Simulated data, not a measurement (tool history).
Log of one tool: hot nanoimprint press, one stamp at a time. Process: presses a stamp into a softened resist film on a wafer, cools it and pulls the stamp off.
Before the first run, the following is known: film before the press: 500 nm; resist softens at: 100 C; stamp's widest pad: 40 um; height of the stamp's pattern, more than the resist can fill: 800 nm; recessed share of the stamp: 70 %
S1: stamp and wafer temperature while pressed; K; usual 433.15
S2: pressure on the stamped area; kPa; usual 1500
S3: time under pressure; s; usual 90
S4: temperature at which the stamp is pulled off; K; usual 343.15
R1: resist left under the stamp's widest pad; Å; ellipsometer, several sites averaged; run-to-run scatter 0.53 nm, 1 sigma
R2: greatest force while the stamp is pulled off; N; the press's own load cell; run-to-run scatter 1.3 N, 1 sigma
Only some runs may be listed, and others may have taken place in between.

run  hour      S1    S2   S3      S4    R1   R2
  1     0  433.15  1500   90  343.15  2581  171
  2   6.9  433.15  1500   90  343.15  2574  173
  3    17  433.15  1500  109  343.15  2411  173
  4  24.3  433.15  1500  154  343.15  2113  177
  5  33.9  433.15  1390   90  343.15  2646  175
  6  41.2  433.15  1500   90  336.15  2575  186
  7  47.4  433.15  1500   90  336.15  2578  185
  8  54.7  433.15  1500   90  343.15  2571  176
  9    60  433.15  1500   90  343.15  2564  177
 10  66.8  433.15  1500   90  343.15  2569  177
     75.3  -- stamp cleaned and given a new release coat
 11  84.3  433.15  1500  118  343.15  2329  149

Forecast run 12:
 12  96.3  433.15  1500  146  341.15   ?   ?

R1: 2146 Å
R2: 152 N
Without the tool's hidden state the same run would have given R1 2261 Å, R2 152 N.
